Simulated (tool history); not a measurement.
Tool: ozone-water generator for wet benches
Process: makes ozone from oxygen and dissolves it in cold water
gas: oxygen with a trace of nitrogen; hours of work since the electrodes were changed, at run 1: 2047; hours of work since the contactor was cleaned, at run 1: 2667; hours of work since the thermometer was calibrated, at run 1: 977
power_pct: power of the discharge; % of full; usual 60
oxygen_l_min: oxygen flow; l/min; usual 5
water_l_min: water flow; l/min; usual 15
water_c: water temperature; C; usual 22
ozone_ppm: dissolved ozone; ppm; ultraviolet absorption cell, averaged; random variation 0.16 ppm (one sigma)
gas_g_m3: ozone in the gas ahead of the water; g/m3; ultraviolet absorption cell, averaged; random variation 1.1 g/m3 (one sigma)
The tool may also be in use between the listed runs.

run,hour,power_pct,oxygen_l_min,water_l_min,water_c,hours of work since the electrodes were changed,hours of work since the contactor was cleaned,hours of work since the thermometer was calibrated,ozone_ppm,gas_g_m3
1,0,60,5,15,22,2047,2667,977,25.2,205.2
2,89.8,60,5,15,22,2133,2753,1063,25.6,204.7
3,140.6,60,5,22,22,2181,2801,1111,18.6,204.9
4,215.4,60,5,22,22,2253,2873,1183,18.6,205.3
5,297.7,60,5,22,22,2331,2951,1261,18.7,205.2
6,352.9,60,5,22,22,2384,3004,1314,18.6,204.3
7,402.2,60,5,22,22,2431,3051,1361,18.7,204
8,446.4,60,5,22,22,2473,3094,1403,18.8,202.5
9,487.8,60,5,22,22,2513,3133,1443,18.7,205.1
10,580.2,65,5,19,22,2601,3221,1531,22.2,217.8
11,672.2,54,5,22,22,2689,3309,1619,17.4,192.2
12,757.8,67,3.08,16,17,2771,3391,1701,25.8,265.1
13,830.2,60,5,10,17,2840,3460,1770,36.2,204.7
14,901.3,99,6.8,9,22,2908,3528,1838,45.8,247.3
15,974.8,43,5,15,14,2978,3598,1908,23.5,165.8
16,1045.5,43,8.82,15,19,3046,3666,1976,21.8,135.3
17,1094.8,43,8.82,15,19,3093,3713,2023,21.8,134
18,1147.8,43,8.82,15,19,3143,3764,2074,22,134.6

Forecast each of these 5 alternatives for the next run:
A,1189.6,60,2.61,15,22,3183,3804,2114,?,?
B,1189.6,41,5,15,22,3183,3804,2114,?,?
C,1189.6,49,8.82,15,19,3183,3804,2114,?,?
D,1189.6,60,5.31,15,30,3183,3804,2114,?,?
E,1189.6,70,4.49,15,21,3183,3804,2114,?,?

run,ozone_ppm,gas_g_m3
A,23.1,263.3
B,20.2,160.2
C,23.6,143.8
D,21.9,200.4
E,28,233.2
Without the tool's hidden state the same runs would have given:
run,ozone_ppm,gas_g_m3
A,23.1,263.6
B,20.2,160.3
C,23.6,143.9
D,22,200.6
E,28.1,233.5

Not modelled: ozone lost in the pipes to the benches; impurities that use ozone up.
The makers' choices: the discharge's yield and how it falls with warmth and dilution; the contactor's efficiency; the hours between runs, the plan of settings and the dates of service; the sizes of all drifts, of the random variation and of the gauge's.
